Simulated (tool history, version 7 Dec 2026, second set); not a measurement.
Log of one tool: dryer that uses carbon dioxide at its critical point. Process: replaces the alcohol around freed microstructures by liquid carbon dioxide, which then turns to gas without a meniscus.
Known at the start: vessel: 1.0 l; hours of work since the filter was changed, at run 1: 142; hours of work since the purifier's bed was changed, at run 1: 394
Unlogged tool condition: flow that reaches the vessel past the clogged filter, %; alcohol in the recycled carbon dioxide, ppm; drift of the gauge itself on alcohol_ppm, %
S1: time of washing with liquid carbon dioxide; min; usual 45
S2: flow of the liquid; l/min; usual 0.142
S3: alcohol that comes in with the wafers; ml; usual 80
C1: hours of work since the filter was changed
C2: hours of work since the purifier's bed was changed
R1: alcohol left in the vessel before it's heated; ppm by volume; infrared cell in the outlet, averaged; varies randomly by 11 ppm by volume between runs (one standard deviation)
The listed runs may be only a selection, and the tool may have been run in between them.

run     day  S1     S2   S3   C1   C2    R1
  1       0  45  0.142   80  142  394   751
  2   1.462  45  0.142   80  160  412   759
  3   2.308  45  0.142   80  170  422   796
  4   3.033  45  0.142   80  179  431   799
  5   4.288  45  0.142   80  194  446   808
  6   4.971  45  0.142   80  203  454   830
  7     6.3  45  0.142   80  219  471   846
  8   6.896  45  0.142   80  226  478   825
  9   7.533  45  0.142   80  234  486   829
 10   8.325  45  0.142   80  244  495   858
 11   9.554  45  0.142   42  259  510   454
 12  10.942  45  0.142   42  276  527   466
 13  11.746  45  0.142   42  285  537   484
 14  12.954  45  0.142   42  300  552   479
 15  13.917  45  0.142   21  312  564   270
 16  14.754  61  0.142   80  322  574   207
 17  15.642  45  0.238   80  333  585    59
 18  16.538  45  0.238   80  344  596    61
 19  17.383  45  0.238   80  354  606    71
 20   18.25  45  0.177   80  365  617   319
 21  19.121  45  0.177   80  376  627   340
 22  19.771  45  0.177   80  383  635   338
 23  21.129  45  0.142   28  400  652   375
 24  22.475  45  0.168   33  417  668   210
 25  23.588  45  0.142   30  430  682   406
 26  24.704  45  0.142   30  444  696   416
 27  25.938  34  0.157   72  459  711  1913
 28  27.383  46  0.154   80  477  728   656
 29  28.017  36  0.125   80  484  736  3883
 30  29.254  52   0.12   24  499  751   407
 31  30.233  30  0.116   80  511  763  8148
 32  31.371  65  0.208   80  525  777    51
 33  32.133  65  0.208   80  535  787    57
       32.6  -- inlet filter changed
 34   32.85  65  0.208   80    3  795    41
 35  33.567  65  0.208   80   12  803    43
 36  34.846  48   0.22   89   27  819    71
 37  35.675  48   0.22   89   38  829    57
 38  36.979  31  0.132   55   54  845  2599
 39  38.308  43  0.202   80   70  862   152
 40  39.638  43  0.202   80   86  878   162
 41  40.888  45  0.121   30  101  893   584
 42  42.108  57  0.121   52  116  908   367
 43  42.738  57  0.121   52  124  916   370
 44  43.508  52  0.142  116  133  925   546
 45  44.525  52  0.217  116  146  938    65
 46  45.717  52  0.217  116  160  952    75

Branching from run 46: 5 alternative next runs. What would each branch give?
  A  46.9  52  0.217   30  175  967   ?
  B  46.9  55  0.103   68  175  967   ?
  C  46.9  57  0.142   80  175  967   ?
  D  46.9  51  0.217  116  175  967   ?
  E  46.9  72  0.209   22  175  967   ?

run    R1
  A    45
  B  1208
  C   269
  D    72
  E    45
With no hidden state in the tool, these same runs would have given:
run   R1
  A    1
  B  989
  C  180
  D   21
  E    3
